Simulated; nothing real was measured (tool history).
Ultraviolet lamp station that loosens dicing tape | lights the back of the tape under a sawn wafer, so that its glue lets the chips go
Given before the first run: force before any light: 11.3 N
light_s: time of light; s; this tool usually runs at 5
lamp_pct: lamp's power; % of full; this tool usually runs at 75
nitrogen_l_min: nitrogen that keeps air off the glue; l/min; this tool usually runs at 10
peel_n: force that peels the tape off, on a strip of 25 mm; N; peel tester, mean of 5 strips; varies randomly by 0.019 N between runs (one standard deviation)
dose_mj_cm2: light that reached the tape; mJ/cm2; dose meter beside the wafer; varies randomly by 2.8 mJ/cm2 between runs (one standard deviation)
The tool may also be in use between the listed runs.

run 1 hour=0 | light_s=5 lamp_pct=75 nitrogen_l_min=10 | peel_n=1.274 dose_mj_cm2=335
run 2 hour=9.5 | light_s=5 lamp_pct=75 nitrogen_l_min=10 | peel_n=1.267 dose_mj_cm2=335
run 3 hour=15.5 | light_s=5 lamp_pct=75 nitrogen_l_min=10 | peel_n=1.251 dose_mj_cm2=331
run 4 hour=21.4 | light_s=5 lamp_pct=75 nitrogen_l_min=10 | peel_n=1.284 dose_mj_cm2=334
run 5 hour=27.6 | light_s=5 lamp_pct=75 nitrogen_l_min=10 | peel_n=1.302 dose_mj_cm2=330
run 6 hour=37.5 | light_s=5 lamp_pct=75 nitrogen_l_min=10 | peel_n=1.281 dose_mj_cm2=333
run 7 hour=42.5 | light_s=5 lamp_pct=75 nitrogen_l_min=8 | peel_n=1.539 dose_mj_cm2=323
run 8 hour=51.8 | light_s=5 lamp_pct=75 nitrogen_l_min=8 | peel_n=1.569 dose_mj_cm2=328
run 9 hour=61.7 | light_s=5 lamp_pct=75 nitrogen_l_min=8 | peel_n=1.573 dose_mj_cm2=326
run 10 hour=66.4 | light_s=5 lamp_pct=75 nitrogen_l_min=10 | peel_n=1.326 dose_mj_cm2=324
run 11 hour=74.7 | light_s=2 lamp_pct=75 nitrogen_l_min=10 | peel_n=4.658 dose_mj_cm2=129
run 12 hour=79.3 | light_s=5 lamp_pct=75 nitrogen_l_min=10 | peel_n=1.383 dose_mj_cm2=322
run 13 hour=90.3 | light_s=5 lamp_pct=75 nitrogen_l_min=4 | peel_n=2.62 dose_mj_cm2=317
run 14 hour=99.9 | light_s=5 lamp_pct=75 nitrogen_l_min=4 | peel_n=2.662 dose_mj_cm2=313
run 15 hour=109.5 | light_s=5 lamp_pct=75 nitrogen_l_min=4 | peel_n=2.658 dose_mj_cm2=317
run 16 hour=118.4 | light_s=5 lamp_pct=75 nitrogen_l_min=4 | peel_n=2.671 dose_mj_cm2=315
run 17 hour=123.4 | light_s=5 lamp_pct=75 nitrogen_l_min=4 | peel_n=2.658 dose_mj_cm2=319
run 18 hour=131.2 | light_s=5 lamp_pct=75 nitrogen_l_min=4 | peel_n=2.639 dose_mj_cm2=313
run 19 hour=141.3 | light_s=5 lamp_pct=75 nitrogen_l_min=4 | peel_n=2.644 dose_mj_cm2=315
run 20 hour=146.4 | light_s=5 lamp_pct=75 nitrogen_l_min=4 | peel_n=2.741 dose_mj_cm2=308
run 21 hour=153.8 | light_s=5 lamp_pct=75 nitrogen_l_min=4 | peel_n=2.672 dose_mj_cm2=309
run 22 hour=162.6 | light_s=5 lamp_pct=66 nitrogen_l_min=10 | peel_n=1.836 dose_mj_cm2=274
run 23 hour=168.6 | light_s=6 lamp_pct=63 nitrogen_l_min=4 | peel_n=2.643 dose_mj_cm2=306
run 24 hour=179.4 | light_s=3 lamp_pct=64 nitrogen_l_min=4 | peel_n=5.544 dose_mj_cm2=155
run 25 hour=188.9 | light_s=5 lamp_pct=77 nitrogen_l_min=9 | peel_n=1.56 dose_mj_cm2=308
run 26 hour=198.8 | light_s=4 lamp_pct=64 nitrogen_l_min=4 | peel_n=4.26 dose_mj_cm2=207
-- hour=199.9 window cleaned of glue's vapour
run 27 hour=206.2 | light_s=5 lamp_pct=70 nitrogen_l_min=10 | peel_n=1.876 dose_mj_cm2=264
run 28 hour=215.5 | light_s=5 lamp_pct=70 nitrogen_l_min=10 | peel_n=1.988 dose_mj_cm2=264

Predict the results of run 29:
run 29 hour=225.5 | light_s=5 lamp_pct=70 nitrogen_l_min=10 | peel_n=? dose_mj_cm2=?

{"run 29": {"peel_n": 1.965, "dose_mj_cm2": 261}}
Minus the tool's unlogged condition, the same run would have read peel_n 1.029 N, dose_mj_cm2 368 mJ/cm2.
